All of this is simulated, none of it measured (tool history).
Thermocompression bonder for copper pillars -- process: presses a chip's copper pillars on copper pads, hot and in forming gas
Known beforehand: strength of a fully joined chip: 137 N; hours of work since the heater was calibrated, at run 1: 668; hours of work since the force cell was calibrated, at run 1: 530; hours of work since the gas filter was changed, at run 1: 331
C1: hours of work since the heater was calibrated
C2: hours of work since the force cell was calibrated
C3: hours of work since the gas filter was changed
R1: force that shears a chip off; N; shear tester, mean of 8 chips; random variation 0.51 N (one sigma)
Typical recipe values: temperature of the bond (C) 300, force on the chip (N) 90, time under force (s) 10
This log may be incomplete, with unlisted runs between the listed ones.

{"run": 1, "hour": 0.0, "temperature of the bond (C)": 300, "force on the chip (N)": 90, "time under force (s)": 10, "C1": 668, "C2": 530, "C3": 331, "R1": 59.9}
{"run": 2, "hour": 38.7, "temperature of the bond (C)": 288, "force on the chip (N)": 90, "time under force (s)": 10, "C1": 699, "C2": 561, "C3": 362, "R1": 53.4}
{"run": 3, "hour": 58.0, "temperature of the bond (C)": 287, "force on the chip (N)": 90, "time under force (s)": 10, "C1": 714, "C2": 576, "C3": 377, "R1": 53.4}
{"hour": 90.3, "done": "forming gas filter changed"}
{"run": 4, "hour": 97.2, "temperature of the bond (C)": 287, "force on the chip (N)": 90, "time under force (s)": 10, "C1": 745, "C2": 607, "C3": 5, "R1": 53.1}
{"run": 5, "hour": 132.8, "temperature of the bond (C)": 300, "force on the chip (N)": 59, "time under force (s)": 10, "C1": 773, "C2": 635, "C3": 34, "R1": 37.8}
{"run": 6, "hour": 160.2, "temperature of the bond (C)": 300, "force on the chip (N)": 98, "time under force (s)": 10, "C1": 795, "C2": 657, "C3": 56, "R1": 66.1}
{"run": 7, "hour": 203.0, "temperature of the bond (C)": 300, "force on the chip (N)": 90, "time under force (s)": 10, "C1": 829, "C2": 691, "C3": 90, "R1": 60.5}
{"run": 8, "hour": 224.6, "temperature of the bond (C)": 300, "force on the chip (N)": 90, "time under force (s)": 10, "C1": 846, "C2": 708, "C3": 107, "R1": 61.2}
{"run": 9, "hour": 251.1, "temperature of the bond (C)": 300, "force on the chip (N)": 90, "time under force (s)": 10, "C1": 867, "C2": 730, "C3": 128, "R1": 60.8}
{"hour": 260.2, "done": "heater calibrated with a thermocouple chip"}
{"run": 10, "hour": 283.0, "temperature of the bond (C)": 300, "force on the chip (N)": 90, "time under force (s)": 28, "C1": 18, "C2": 753, "C3": 152, "R1": 83}
{"run": 11, "hour": 325.0, "temperature of the bond (C)": 300, "force on the chip (N)": 90, "time under force (s)": 10, "C1": 52, "C2": 787, "C3": 185, "R1": 60}
{"run": 12, "hour": 365.2, "temperature of the bond (C)": 300, "force on the chip (N)": 90, "time under force (s)": 10, "C1": 84, "C2": 819, "C3": 218, "R1": 59.7}
{"run": 13, "hour": 403.6, "temperature of the bond (C)": 300, "force on the chip (N)": 90, "time under force (s)": 10, "C1": 114, "C2": 850, "C3": 248, "R1": 59.8}
{"run": 14, "hour": 443.7, "temperature of the bond (C)": 271, "force on the chip (N)": 69, "time under force (s)": 16, "C1": 146, "C2": 882, "C3": 280, "R1": 42.1}
{"run": 15, "hour": 485.9, "temperature of the bond (C)": 271, "force on the chip (N)": 69, "time under force (s)": 16, "C1": 180, "C2": 915, "C3": 314, "R1": 41.1}
{"run": 16, "hour": 508.7, "temperature of the bond (C)": 271, "force on the chip (N)": 69, "time under force (s)": 16, "C1": 198, "C2": 933, "C3": 332, "R1": 41}
{"run": 17, "hour": 551.2, "temperature of the bond (C)": 288, "force on the chip (N)": 87, "time under force (s)": 10, "C1": 232, "C2": 967, "C3": 366, "R1": 52}
{"run": 18, "hour": 571.8, "temperature of the bond (C)": 288, "force on the chip (N)": 87, "time under force (s)": 10, "C1": 248, "C2": 984, "C3": 382, "R1": 52.5}
{"hour": 597.0, "done": "forming gas filter changed"}
{"run": 19, "hour": 609.8, "temperature of the bond (C)": 288, "force on the chip (N)": 130, "time under force (s)": 10, "C1": 278, "C2": 1014, "C3": 10, "R1": 78.6}
{"run": 20, "hour": 651.5, "temperature of the bond (C)": 288, "force on the chip (N)": 130, "time under force (s)": 10, "C1": 312, "C2": 1047, "C3": 43, "R1": 79}
{"run": 21, "hour": 693.5, "temperature of the bond (C)": 329, "force on the chip (N)": 63, "time under force (s)": 10, "C1": 345, "C2": 1080, "C3": 77, "R1": 51.4}
{"run": 22, "hour": 727.1, "temperature of the bond (C)": 329, "force on the chip (N)": 63, "time under force (s)": 10, "C1": 372, "C2": 1107, "C3": 104, "R1": 51.5}
{"run": 23, "hour": 767.8, "temperature of the bond (C)": 300, "force on the chip (N)": 99, "time under force (s)": 10, "C1": 404, "C2": 1140, "C3": 136, "R1": 67.1}
{"run": 24, "hour": 812.6, "temperature of the bond (C)": 300, "force on the chip (N)": 99, "time under force (s)": 10, "C1": 440, "C2": 1175, "C3": 172, "R1": 66.3}

Alternative continuations, all from the tool just after run 24; predict every row:
{"run": "A", "hour": 845.4, "temperature of the bond (C)": 306, "force on the chip (N)": 55, "time under force (s)": 25, "C1": 466, "C2": 1201, "C3": 198, "R1": "?"}
{"run": "B", "hour": 845.4, "temperature of the bond (C)": 283, "force on the chip (N)": 78, "time under force (s)": 10, "C1": 466, "C2": 1201, "C3": 198, "R1": "?"}
{"run": "C", "hour": 845.4, "temperature of the bond (C)": 300, "force on the chip (N)": 72, "time under force (s)": 10, "C1": 466, "C2": 1201, "C3": 198, "R1": "?"}
{"run": "D", "hour": 845.4, "temperature of the bond (C)": 317, "force on the chip (N)": 55, "time under force (s)": 29, "C1": 466, "C2": 1201, "C3": 198, "R1": "?"}
{"run": "E", "hour": 845.4, "temperature of the bond (C)": 300, "force on the chip (N)": 131, "time under force (s)": 10, "C1": 466, "C2": 1201, "C3": 198, "R1": "?"}

run=A R1=52.8
run=B R1=44.5
run=C R1=47.2
run=D R1=60.9
run=E R1=87.1
What these runs would have given with no unlogged condition in the tool:
run=A R1=52.6
run=B R1=44.3
run=C R1=47
run=D R1=60.7
run=E R1=86.8
